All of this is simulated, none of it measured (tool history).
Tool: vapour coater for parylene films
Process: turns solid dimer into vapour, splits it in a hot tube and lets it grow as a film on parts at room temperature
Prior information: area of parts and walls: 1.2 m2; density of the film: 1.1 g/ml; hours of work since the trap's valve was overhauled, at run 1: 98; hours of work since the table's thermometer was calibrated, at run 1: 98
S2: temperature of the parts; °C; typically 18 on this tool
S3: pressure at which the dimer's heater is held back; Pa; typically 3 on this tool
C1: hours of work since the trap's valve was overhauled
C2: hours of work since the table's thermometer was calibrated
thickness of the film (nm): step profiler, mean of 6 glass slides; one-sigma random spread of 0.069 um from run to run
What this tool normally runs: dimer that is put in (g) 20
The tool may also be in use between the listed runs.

Run 1, hour 0: usual settings; C1 98; C2 98. Result: thickness of the film (nm) 10110.
Run 2, hour 46: usual settings; C1 130; C2 130. Result: thickness of the film (nm) 10050.
Run 3, hour 104.6: usual settings but dimer that is put in (g) 11; C1 170; C2 170. Result: thickness of the film (nm) 5500.
At hour 156.5: trap's valve overhauled.
Run 4, hour 165.2: usual settings but dimer that is put in (g) 11; C1 6; C2 208. Result: thickness of the film (nm) 5140.
Run 5, hour 211.9: usual settings but dimer that is put in (g) 23; C1 38; C2 240. Result: thickness of the film (nm) 10620.
Run 6, hour 241.9: usual settings but dimer that is put in (g) 23; C1 58; C2 261. Result: thickness of the film (nm) 10620.
Run 7, hour 299.8: usual settings but dimer that is put in (g) 23; C1 98; C2 301. Result: thickness of the film (nm) 10490.
At hour 324.2: trap's valve overhauled, once more.
Run 8, hour 355.1: usual settings but dimer that is put in (g) 27, S3 3.94 Pa; C1 21; C2 336. Result: thickness of the film (nm) 13600.
Run 9, hour 403.4: usual settings but S2 14 °C; C1 54; C2 369. Result: thickness of the film (nm) 12030.
Run 10, hour 455.1: usual settings but dimer that is put in (g) 14, S2 13 °C, S3 8.26 Pa; C1 90; C2 404. Result: thickness of the film (nm) 7190.
Run 11, hour 510.6: usual settings but dimer that is put in (g) 14, S2 13 °C, S3 8.26 Pa; C1 128; C2 442. Result: thickness of the film (nm) 7110.
Run 12, hour 538.1: usual settings but dimer that is put in (g) 15, S2 11 °C; C1 146; C2 461. Result: thickness of the film (nm) 9900.
Run 13, hour 584.2: usual settings but dimer that is put in (g) 15, S2 11 °C; C1 178; C2 493. Result: thickness of the film (nm) 9620.
At hour 622.3: trap's valve overhauled.
Run 14, hour 622.9: usual settings but dimer that is put in (g) 15, S2 11 °C; C1 0; C2 516. Result: thickness of the film (nm) 10260.

Branching from run 14: 5 alternative next runs. What would each branch give?
Run A, hour 677.9: usual settings but dimer that is put in (g) 15, S2 11 °C, S3 9.78 Pa; C1 38; C2 554. Result: thickness of the film (nm) ?.
Run B, hour 677.9: usual settings but dimer that is put in (g) 15, S2 13 °C; C1 38; C2 554. Result: thickness of the film (nm) ?.
Run C, hour 677.9: usual settings but dimer that is put in (g) 17, S2 11 °C, S3 4.48 Pa; C1 38; C2 554. Result: thickness of the film (nm) ?.
Run D, hour 677.9: usual settings but dimer that is put in (g) 14; C1 38; C2 554. Result: thickness of the film (nm) ?.
Run E, hour 677.9: usual settings but S2 23 °C, S3 3.69 Pa; C1 38; C2 554. Result: thickness of the film (nm) ?.

run  thickness of the film (nm)
  A                        8070
  B                        9340
  C                       10800
  D                        7330
  E                        8610
Had the tool no hidden state, the same runs would have come out as:
run  thickness of the film (nm)
  A                        8010
  B                        9280
  C                       10720
  D                        7280
  E                        8550

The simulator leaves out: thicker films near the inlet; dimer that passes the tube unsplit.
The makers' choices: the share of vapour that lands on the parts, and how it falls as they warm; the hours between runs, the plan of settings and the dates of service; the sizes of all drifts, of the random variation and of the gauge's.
